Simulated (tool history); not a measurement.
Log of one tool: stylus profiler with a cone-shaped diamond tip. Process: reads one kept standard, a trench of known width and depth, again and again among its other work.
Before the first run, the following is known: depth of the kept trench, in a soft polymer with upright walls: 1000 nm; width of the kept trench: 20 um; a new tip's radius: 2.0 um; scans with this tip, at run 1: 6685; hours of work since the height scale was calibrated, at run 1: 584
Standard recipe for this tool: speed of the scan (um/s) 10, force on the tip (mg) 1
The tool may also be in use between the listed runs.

run,hour,speed of the scan (um/s),force on the tip (mg),scans with this tip,hours of work since the height scale was calibrated,depth of the trench (angstrom),width of the trench's floor (µm)
1,0,10,1,6685,584,10092.2,15.47
2,16.1,10,1,6821,596,10088.3,15.45
3,29.2,10,1,6931,606,10090.5,15.5
4,42.5,9,1,7044,615,10091,15.49
5,50.9,9,1,7114,621,10089.9,15.52
6,65.2,10,1,7235,632,10088.7,15.48
7,73.3,10,1,7303,638,10090.3,15.49
8,81.8,10,1,7375,644,10092.4,15.38
# hour 83.6: height scale calibrated on a step standard
9,89.4,10,1,7435,4,10093.9,15.44
10,96.3,10,1,7494,9,10097.7,15.41
11,111.4,10,1,7621,20,10098.2,15.44
12,125.3,10,1.62,7738,31,10127.3,15.4
13,138.2,10,0.94,7848,40,10091.5,15.39
# hour 140.9: height scale calibrated on a step standard, once more
14,148.1,10,0.94,7926,5,10077.9,15.36
15,158.7,9,1.75,8016,13,10121.1,15.34
16,172.8,7,1.75,8135,24,10123,15.37
17,180,7,1.75,8196,29,10122.9,15.36
18,193.9,32,2.05,8313,39,10137,15.26
19,209.3,32,2.05,8443,50,10135.1,15.28
20,217.3,6,2.05,8511,56,10135.1,15.38
21,225.4,6,2.05,8579,62,10135.8,15.33
22,232.2,5,0.67,8636,67,10064.3,15.32
23,240.8,7,0.37,8709,74,10044.4,15.29
24,251.8,7,1.46,8802,82,10107.2,15.31
25,268.1,3,0.45,8940,94,10053,15.26

Alternative continuations, all from the tool just after run 25; predict every row:
A,276.2,6,1.47,9008,100,?,?
B,276.2,10,0.99,9008,100,?,?
C,276.2,29,2.21,9008,100,?,?

run,depth of the trench (angstrom),width of the trench's floor (µm)
A,10109.4,15.36
B,10084.6,15.25
C,10145.1,15.22
Take away the tool's hidden state, keep each run's random variation, and the runs would have read:
run,depth of the trench (angstrom),width of the trench's floor (µm)
A,10106.3,16.57
B,10081.6,16.46
C,10142.1,16.43
